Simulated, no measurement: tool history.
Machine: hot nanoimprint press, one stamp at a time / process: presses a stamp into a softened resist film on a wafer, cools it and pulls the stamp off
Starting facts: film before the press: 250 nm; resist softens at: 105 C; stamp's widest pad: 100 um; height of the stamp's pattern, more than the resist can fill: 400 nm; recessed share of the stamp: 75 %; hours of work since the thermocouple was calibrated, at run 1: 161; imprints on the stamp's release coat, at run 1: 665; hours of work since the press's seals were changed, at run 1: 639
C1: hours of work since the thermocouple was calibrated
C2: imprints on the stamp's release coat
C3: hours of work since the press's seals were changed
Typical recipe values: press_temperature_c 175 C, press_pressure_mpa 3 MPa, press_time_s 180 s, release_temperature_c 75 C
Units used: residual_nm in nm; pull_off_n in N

Run 1, hour 0: usual settings; C1 161; C2 665; C3 639. Result: residual_nm 99.9 nm, pull_off_n 98.1 N.
At hour 26.6: stamp cleaned and given a new release coat.
Run 2, hour 38.7: usual settings but release_temperature_c 82 C; C1 184; C2 34; C3 662. Result: residual_nm 99.4 nm, pull_off_n 84.4 N.
At hour 61.7: press's hydraulic seals changed and the load cell set to zero.
Run 3, hour 68.7: usual settings but release_temperature_c 82 C; C1 199; C2 97; C3 5. Result: residual_nm 97.6 nm, pull_off_n 85.3 N.
Run 4, hour 97.5: usual settings but release_temperature_c 70 C; C1 219; C2 179; C3 25. Result: residual_nm 98.6 nm, pull_off_n 98.1 N.
Run 5, hour 114.7: usual settings but press_pressure_mpa 2.13 MPa, release_temperature_c 70 C; C1 231; C2 229; C3 37. Result: residual_nm 117.2 nm, pull_off_n 99 N.
Run 6, hour 138.2: usual settings but press_pressure_mpa 2.13 MPa, release_temperature_c 70 C; C1 247; C2 296; C3 53. Result: residual_nm 117 nm, pull_off_n 99.5 N.
Run 7, hour 158.9: usual settings; C1 262; C2 355; C3 67. Result: residual_nm 98.9 nm, pull_off_n 95.4 N.
Run 8, hour 177.2: usual settings; C1 274; C2 407; C3 80. Result: residual_nm 99.3 nm, pull_off_n 95.9 N.
At hour 182.9: plate thermocouple calibrated.
Run 9, hour 212.3: usual settings; C1 20; C2 499; C3 102. Result: residual_nm 100.8 nm, pull_off_n 97.6 N.
Run 10, hour 231.2: usual settings but press_pressure_mpa 2.93 MPa; C1 33; C2 553; C3 115. Result: residual_nm 102.5 nm, pull_off_n 99 N.
Run 11, hour 260.8: usual settings but press_temperature_c 178 C, press_pressure_mpa 2.93 MPa; C1 54; C2 638; C3 136. Result: residual_nm 90.8 nm, pull_off_n 99 N.
At hour 278.9: plate thermocouple calibrated, once more.
At hour 299.5: stamp cleaned and given a new release coat.
Run 12, hour 302.4: usual settings but press_temperature_c 178 C, press_pressure_mpa 2.93 MPa; C1 12; C2 9; C3 158. Result: residual_nm 83.8 nm, pull_off_n 90.8 N.
Run 13, hour 325.3: usual settings; C1 28; C2 74; C3 174. Result: residual_nm 95.2 nm, pull_off_n 91.8 N.
Run 14, hour 339.4: usual settings; C1 38; C2 114; C3 184. Result: residual_nm 95 nm, pull_off_n 91.3 N.
Run 15, hour 361.9: usual settings but press_pressure_mpa 2.49 MPa; C1 53; C2 179; C3 200. Result: residual_nm 104.4 nm, pull_off_n 93.5 N.
Run 16, hour 382.1: usual settings but press_pressure_mpa 2.49 MPa; C1 67; C2 236; C3 214. Result: residual_nm 105.2 nm, pull_off_n 92.6 N.
Run 17, hour 414.2: usual settings but press_pressure_mpa 2.49 MPa; C1 90; C2 328; C3 236. Result: residual_nm 106.3 nm, pull_off_n 93.1 N.
Run 18, hour 443.7: usual settings but press_pressure_mpa 2.49 MPa; C1 110; C2 412; C3 256. Result: residual_nm 106 nm, pull_off_n 95.4 N.
Run 19, hour 476.6: usual settings but press_pressure_mpa 2.49 MPa; C1 133; C2 506; C3 279. Result: residual_nm 106.5 nm, pull_off_n 96.8 N.
Run 20, hour 495.1: usual settings but press_pressure_mpa 2.34 MPa, press_time_s 255 s; C1 146; C2 559; C3 292. Result: residual_nm 97.8 nm, pull_off_n 96.8 N.
Run 21, hour 518.9: usual settings but press_pressure_mpa 2.34 MPa, press_time_s 255 s; C1 162; C2 627; C3 308. Result: residual_nm 97.5 nm, pull_off_n 97.8 N.
Run 22, hour 543: usual settings but press_temperature_c 171 C, press_pressure_mpa 3.29 MPa, press_time_s 352 s, release_temperature_c 82 C; C1 179; C2 696; C3 325. Result: residual_nm 86.6 nm, pull_off_n 91.8 N.
At hour 558.4: stamp cleaned and given a new release coat.
Run 23, hour 564.7: usual settings but press_temperature_c 177 C, press_pressure_mpa 4.62 MPa; C1 190; C2 18; C3 336. Result: residual_nm 69.8 nm, pull_off_n 91.6 N.
Run 24, hour 580.1: usual settings but press_temperature_c 177 C, press_pressure_mpa 4.62 MPa; C1 200; C2 62; C3 347. Result: residual_nm 72 nm, pull_off_n 91.7 N.
Run 25, hour 612.9: usual settings but press_temperature_c 186 C, press_pressure_mpa 3.2 MPa, press_time_s 174 s; C1 223; C2 155; C3 369. Result: residual_nm 60.9 nm, pull_off_n 93.1 N.
Run 26, hour 629.8: usual settings but press_temperature_c 187 C, release_temperature_c 72 C; C1 235; C2 204; C3 381. Result: residual_nm 58.8 nm, pull_off_n 97 N.
Run 27, hour 649.7: usual settings but press_time_s 187 s, release_temperature_c 65 C; C1 249; C2 260; C3 395. Result: residual_nm 96.9 nm, pull_off_n 104.3 N.
Run 28, hour 681.5: usual settings but press_temperature_c 164 C, press_pressure_mpa 2.12 MPa, press_time_s 147 s, release_temperature_c 80 C; C1 271; C2 351; C3 417. Result: residual_nm 187.5 nm, pull_off_n 90 N.
Run 29, hour 715.3: usual settings but press_temperature_c 164 C, press_pressure_mpa 2.36 MPa, press_time_s 94 s, release_temperature_c 80 C; C1 294; C2 448; C3 440. Result: residual_nm 198.5 nm, pull_off_n 91.7 N.

4 ways to go on from here, each from the tool as it stands after run 29. What would each give?
Run A, hour 737.1: usual settings but press_pressure_mpa 1.98 MPa; C1 309; C2 510; C3 456. Result: residual_nm ?, pull_off_n ?.
Run B, hour 737.1: usual settings but press_temperature_c 182 C, press_pressure_mpa 2.36 MPa, press_time_s 94 s, release_temperature_c 80 C; C1 309; C2 510; C3 456. Result: residual_nm ?, pull_off_n ?.
Run C, hour 737.1: usual settings but press_pressure_mpa 2.35 MPa, press_time_s 154 s; C1 309; C2 510; C3 456. Result: residual_nm ?, pull_off_n ?.
Run D, hour 737.1: usual settings but release_temperature_c 71 C; C1 309; C2 510; C3 456. Result: residual_nm ?, pull_off_n ?.

run  residual_nm  pull_off_n
  A        124.3        97.7
  B        106.8        91.5
  C        120.1        97.3
  D        100.9       101.7
With the hidden condition removed and each run's random variation left untouched, the same runs would have given:
run  residual_nm  pull_off_n
  A          118        91.2
  B        101.2        85.4
  C        113.8        90.8
  D         94.9          95
